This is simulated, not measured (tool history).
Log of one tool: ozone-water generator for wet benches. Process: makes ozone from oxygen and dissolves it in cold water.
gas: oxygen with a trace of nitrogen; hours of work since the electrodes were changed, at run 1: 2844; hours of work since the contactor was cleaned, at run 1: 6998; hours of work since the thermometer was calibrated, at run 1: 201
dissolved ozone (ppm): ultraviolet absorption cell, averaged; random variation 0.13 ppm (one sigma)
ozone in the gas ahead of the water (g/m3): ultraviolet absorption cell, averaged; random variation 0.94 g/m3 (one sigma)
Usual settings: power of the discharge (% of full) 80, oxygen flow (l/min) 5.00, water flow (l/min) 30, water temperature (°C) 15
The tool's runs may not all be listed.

run,hour,power of the discharge (% of full),oxygen flow (l/min),water flow (l/min),water temperature (°C),hours of work since the electrodes were changed,hours of work since the contactor was cleaned,hours of work since the thermometer was calibrated,dissolved ozone (ppm),ozone in the gas ahead of the water (g/m3)
1,0.0,80,5.00,30,15,2844,6998,201,13.8,157.5
2,111.9,80,5.00,30,15,2952,7105,309,13.7,158.8
3,194.4,80,5.00,30,15,3032,7185,388,13.7,159.6
4,263.5,80,8.98,30,15,3098,7251,455,15.1,122.7
5,329.0,80,5.00,30,15,3161,7314,518,13.8,159.2
6,444.5,80,5.00,30,15,3272,7426,629,13.8,159.8
7,510.7,80,5.00,30,15,3336,7489,693,13.8,159.2
8,560.7,80,5.00,30,15,3384,7538,741,13.8,157.5
9,671.0,80,5.00,30,15,3490,7644,847,13.5,159.8
10,757.2,80,5.00,30,15,3573,7727,930,13.9,158.3
11,843.4,80,5.00,30,15,3656,7810,1013,13.8,161.6
12,955.7,80,5.00,30,15,3764,7918,1121,13.8,159.8
13,1064.6,58,6.16,30,15,3869,8023,1226,11.1,111.6
14,1116.9,68,6.16,36,14,3920,8073,1277,10.6,128.0
15,1171.3,80,6.12,30,21,3972,8125,1329,13.1,147.7
16,1237.4,80,6.12,30,21,4036,8189,1393,13.3,147.1

Forecast each of these 3 alternatives for the next run:
A,1307.3,80,4.35,30,7,4103,8256,1460,?,?
B,1307.3,80,8.31,30,15,4103,8256,1460,?,?
C,1307.3,57,6.12,30,20,4103,8256,1460,?,?

run,dissolved ozone (ppm),ozone in the gas ahead of the water (g/m3)
A,14.0,170.5
B,15.2,130.3
C,10.3,110.8
Without the tool's hidden state the same runs would have given:
run,dissolved ozone (ppm),ozone in the gas ahead of the water (g/m3)
A,14.0,167.9
B,15.2,128.3
C,10.3,109.1
